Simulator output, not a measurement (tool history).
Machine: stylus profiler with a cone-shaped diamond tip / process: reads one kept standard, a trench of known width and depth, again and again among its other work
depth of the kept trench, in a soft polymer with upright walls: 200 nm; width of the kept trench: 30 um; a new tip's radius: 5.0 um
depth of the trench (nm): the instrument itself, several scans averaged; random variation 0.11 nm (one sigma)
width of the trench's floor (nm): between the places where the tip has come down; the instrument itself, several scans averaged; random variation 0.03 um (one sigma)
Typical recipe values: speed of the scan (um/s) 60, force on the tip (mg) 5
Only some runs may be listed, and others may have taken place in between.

run,hour,speed of the scan (um/s),force on the tip (mg),depth of the trench (nm),width of the trench's floor (nm)
1,0,60,5,206.02,26550
2,25.9,60,5,205.97,26510
3,47.6,89,5,206.14,26430
4,71,89,5,205.81,26420
5,83,60,5,206.05,26490
6,111.3,219,5,205.81,26040
7,139.2,219,14.96,211.96,26270
8,164.5,60,3.09,204.41,26430
9,180.9,205,14.96,211.99,26220
10,205.8,205,14.96,211.97,26300
11,221.3,205,14.96,212.07,26320
12,243.1,124,13,210.95,26400
13,259,60,5.79,206.67,26410
14,274.5,60,5.79,206.64,26400
15,297.9,60,5.79,206.75,26380
16,324,25,8.73,208.5,26420

Some steps in depth of the trench (nm) between neighbouring runs. How much of each would the tool show without its hidden state too (settings, what came in, random variation), and how much is left for the hidden state, with any gauge scatter that isn't in both results?
Hidden state present: radius of the tip, um; height scale over the true one, %; drift of the gauge itself on depth_nm, %; drift of the gauge itself on floor_um, %.
Run 6 -> 7: force on the tip (mg) 5 -> 14.96. depth of the trench (nm) +6.15: hidden state +0.03, all else +6.12.
Run 8 -> 9: speed of the scan (um/s) 60 -> 205, force on the tip (mg) 3.09 -> 14.96. depth of the trench (nm) +7.58: hidden state +0.02, all else +7.56.
